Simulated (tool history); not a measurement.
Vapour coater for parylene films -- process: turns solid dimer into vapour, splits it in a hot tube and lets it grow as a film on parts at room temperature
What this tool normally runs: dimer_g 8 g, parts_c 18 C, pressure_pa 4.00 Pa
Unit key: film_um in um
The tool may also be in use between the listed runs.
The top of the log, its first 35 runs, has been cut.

Run 36, hour 1589.4: usual settings but parts_c 11 C, pressure_pa 3.47 Pa. Result: film_um 7.80 um.
Run 37, hour 1624.1: usual settings but dimer_g 4 g, parts_c 26 C, pressure_pa 3.81 Pa. Result: film_um 2.19 um.
Run 38, hour 1663.1: usual settings but dimer_g 4 g, parts_c 26 C, pressure_pa 3.81 Pa. Result: film_um 2.18 um.
Run 39, hour 1695.5: usual settings but dimer_g 7 g, parts_c 20 C, pressure_pa 10.23 Pa. Result: film_um 4.33 um.
Run 40, hour 1733.6: usual settings but parts_c 24 C, pressure_pa 4.33 Pa. Result: film_um 4.53 um.
At hour 1774.9: trap's valve overhauled.
Run 41, hour 1784.7: usual settings but parts_c 25 C. Result: film_um 4.85 um.
Run 42, hour 1827.1: usual settings but parts_c 25 C. Result: film_um 4.76 um.
Run 43, hour 1885.0: usual settings but dimer_g 3 g, parts_c 10 C, pressure_pa 4.11 Pa. Result: film_um 3.17 um.
Run 44, hour 1943.8: usual settings but dimer_g 3 g, parts_c 10 C, pressure_pa 4.90 Pa. Result: film_um 3.10 um.
Run 45, hour 1978.3: usual settings but dimer_g 6 g, parts_c 27 C. Result: film_um 3.23 um.
Run 46, hour 2026.8: usual settings but dimer_g 10 g, parts_c 17 C, pressure_pa 9.69 Pa. Result: film_um 7.21 um.

Each row is a separate what-if for the run after 46, all from the same tool condition, not one after another. Results?
Run A, hour 2055.4: usual settings but dimer_g 4 g, parts_c 17 C, pressure_pa 5.66 Pa. Result: film_um ?.
Run B, hour 2055.4: usual settings but dimer_g 11 g, pressure_pa 2.12 Pa. Result: film_um ?.
Run C, hour 2055.4: usual settings but dimer_g 10 g, parts_c 17 C, pressure_pa 2.26 Pa. Result: film_um ?.
Run D, hour 2055.4: usual settings but dimer_g 10 g, parts_c 17 C, pressure_pa 5.32 Pa. Result: film_um ?.
Run E, hour 2055.4: usual settings but dimer_g 10 g, parts_c 29 C, pressure_pa 9.69 Pa. Result: film_um ?.

run  film_um
  A     3.06
  B     8.93
  C     8.34
  D     7.68
  E     4.58
With no hidden state in the tool, these same runs would have given:
run  film_um
  A     3.32
  B     9.68
  C     9.04
  D     8.33
  E     4.96
